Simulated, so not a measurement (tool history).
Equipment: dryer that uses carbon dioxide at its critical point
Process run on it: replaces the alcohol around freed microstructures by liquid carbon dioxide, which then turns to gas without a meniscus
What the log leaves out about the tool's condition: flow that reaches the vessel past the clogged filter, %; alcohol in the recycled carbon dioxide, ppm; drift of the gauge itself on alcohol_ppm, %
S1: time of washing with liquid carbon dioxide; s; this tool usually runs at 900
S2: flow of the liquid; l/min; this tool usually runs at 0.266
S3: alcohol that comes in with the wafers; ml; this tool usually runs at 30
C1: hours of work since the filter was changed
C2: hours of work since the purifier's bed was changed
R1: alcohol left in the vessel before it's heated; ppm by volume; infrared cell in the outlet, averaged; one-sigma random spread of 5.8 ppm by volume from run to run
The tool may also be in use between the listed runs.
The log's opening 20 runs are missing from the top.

run,hour,S1,S2,S3,C1,C2,R1
21,806.8,600,0.206,30,41,1023,3206
22,855.1,900,0.186,30,68,1050,1284
23,887.1,900,0.186,30,85,1067,1318
24,924.1,900,0.201,98,106,1088,3135
25,950.5,900,0.201,98,120,1102,3152
26,1003.8,600,0.201,93,149,1132,11862
27,1028.2,900,0.203,33,163,1145,1194
# hour 1070.7: inlet filter changed
28,1081.6,900,0.266,35,6,1174,395
29,1128.8,900,0.266,35,32,1200,404
30,1187.7,900,0.266,35,64,1232,436
# hour 1220.4: purifier's bed changed
31,1245.5,780,0.266,70,95,14,1173
32,1279.7,660,0.16,70,113,33,11827
33,1321.4,600,0.29,87,136,56,3582
34,1372.2,900,0.182,27,164,84,1314
# hour 1414.2: inlet filter changed
35,1420.2,900,0.439,30,3,109,26
36,1461.9,1020,0.371,66,26,132,50
37,1506.6,1020,0.371,66,51,157,53
38,1558.4,1020,0.371,66,79,186,45
39,1588.1,1020,0.371,66,96,202,69
40,1626.8,1020,0.371,66,117,223,64
41,1677.8,900,0.242,63,145,251,997
42,1730.8,1080,0.267,30,174,280,149
# hour 1752.9: inlet filter changed
43,1770.5,1080,0.267,35,10,302,127
44,1825.8,600,0.264,40,40,332,1951
45,1862,1260,0.278,39,60,352,82

4 ways to go on from here, each from the tool as it stands after run 45. What would each give?
A,1892.2,600,0.278,39,77,369,?
B,1892.2,1140,0.254,42,77,369,?
C,1892.2,540,0.266,21,77,369,?
D,1892.2,660,0.407,98,77,369,?

run,R1
A,1682
B,160
C,1589
D,502
With the hidden condition removed and each run's random variation left untouched, the same runs would have given:
run,R1
A,1401
B,84
C,1350
D,355
